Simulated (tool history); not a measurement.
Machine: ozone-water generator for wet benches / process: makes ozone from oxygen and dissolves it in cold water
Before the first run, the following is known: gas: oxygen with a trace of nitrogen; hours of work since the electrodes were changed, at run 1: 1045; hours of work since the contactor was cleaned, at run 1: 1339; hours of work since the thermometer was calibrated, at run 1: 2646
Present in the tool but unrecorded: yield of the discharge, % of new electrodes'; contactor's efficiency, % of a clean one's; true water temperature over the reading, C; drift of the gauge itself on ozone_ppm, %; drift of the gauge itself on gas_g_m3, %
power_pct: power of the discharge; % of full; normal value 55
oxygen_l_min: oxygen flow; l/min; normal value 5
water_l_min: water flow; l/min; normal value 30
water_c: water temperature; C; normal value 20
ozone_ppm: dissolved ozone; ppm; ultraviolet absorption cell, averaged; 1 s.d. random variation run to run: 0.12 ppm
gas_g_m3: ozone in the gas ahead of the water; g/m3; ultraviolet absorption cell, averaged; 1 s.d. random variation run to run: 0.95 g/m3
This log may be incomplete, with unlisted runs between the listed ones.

| run | hour | power_pct | oxygen_l_min | water_l_min | water_c | hours of work since the electrodes were changed | hours of work since the contactor was cleaned | hours of work since the thermometer was calibrated | ozone_ppm | gas_g_m3 |
|---|---|---|---|---|---|---|---|---|---|---|
| 1 | 0 | 55 | 5 | 30 | 20 | 1045 | 1339 | 2646 | 11.2 | 153.6 |
| 2 | 44.5 | 82 | 5 | 30 | 20 | 1083 | 1377 | 2684 | 15.5 | 212.3 |
| 3 | 108.7 | 82 | 5 | 30 | 20 | 1138 | 1432 | 2739 | 15.3 | 212 |
| 4 | 174.4 | 55 | 5 | 30 | 20 | 1194 | 1488 | 2795 | 11.2 | 151.5 |
| 5 | 233.2 | 55 | 5 | 30 | 20 | 1245 | 1539 | 2846 | 11.1 | 153.6 |
| 6 | 288.4 | 55 | 5 | 30 | 20 | 1292 | 1586 | 2893 | 11 | 152.9 |
| 7 | 331.8 | 55 | 5 | 30 | 20 | 1329 | 1623 | 2930 | 11 | 153.3 |
| 8 | 367.6 | 81 | 5 | 30 | 20 | 1360 | 1654 | 2960 | 14.9 | 207 |
| 9 | 407.7 | 81 | 5 | 30 | 20 | 1394 | 1688 | 2995 | 14.7 | 205.1 |
| 10 | 471.7 | 81 | 3.92 | 30 | 20 | 1449 | 1743 | 3049 | 13.6 | 225.8 |
| 11 | 555.6 | 81 | 3.92 | 30 | 20 | 1520 | 1814 | 3121 | 13.3 | 221.7 |
| 12 | 594.4 | 55 | 5 | 30 | 25 | 1554 | 1848 | 3154 | 10.2 | 151.1 |
|  | 622.3 | contactor cleaned |
| 13 | 677.7 | 55 | 5 | 30 | 20 | 1621 | 47 | 3222 | 11.2 | 150 |
| 14 | 746.5 | 55 | 5 | 30 | 23 | 1680 | 106 | 3281 | 10.7 | 150.5 |
| 15 | 802 | 55 | 5 | 30 | 23 | 1728 | 154 | 3329 | 10.8 | 151.6 |
| 16 | 844.8 | 55 | 5 | 30 | 23 | 1764 | 190 | 3365 | 10.6 | 151.4 |
| 17 | 908.5 | 52 | 5.41 | 19 | 20 | 1819 | 245 | 3420 | 15.6 | 140.1 |
| 18 | 943.4 | 56 | 5 | 19 | 20 | 1849 | 275 | 3449 | 16.2 | 152.1 |
| 19 | 1017 | 70 | 5 | 37 | 20 | 1912 | 338 | 3512 | 11.2 | 179 |
| 20 | 1090.6 | 70 | 5 | 42 | 20 | 1975 | 400 | 3575 | 9.6 | 178.6 |
| 21 | 1171.5 | 70 | 5 | 42 | 20 | 2044 | 470 | 3644 | 9.6 | 177.2 |
| 22 | 1209.7 | 55 | 5.24 | 32 | 20 | 2076 | 502 | 3677 | 10.4 | 146 |

Run 23 comes next. What will it give?
| 23 | 1255.6 | 61 | 5 | 30 | 17 | 2116 | 542 | 3716 | ? | ? |

ozone_ppm: 12.1 ppm
gas_g_m3: 158.3 g/m3
Take away the tool's hidden state, keep the run-to-run variation as it was, and the same run would have given ozone_ppm 13.5 ppm, gas_g_m3 174.7 g/m3.

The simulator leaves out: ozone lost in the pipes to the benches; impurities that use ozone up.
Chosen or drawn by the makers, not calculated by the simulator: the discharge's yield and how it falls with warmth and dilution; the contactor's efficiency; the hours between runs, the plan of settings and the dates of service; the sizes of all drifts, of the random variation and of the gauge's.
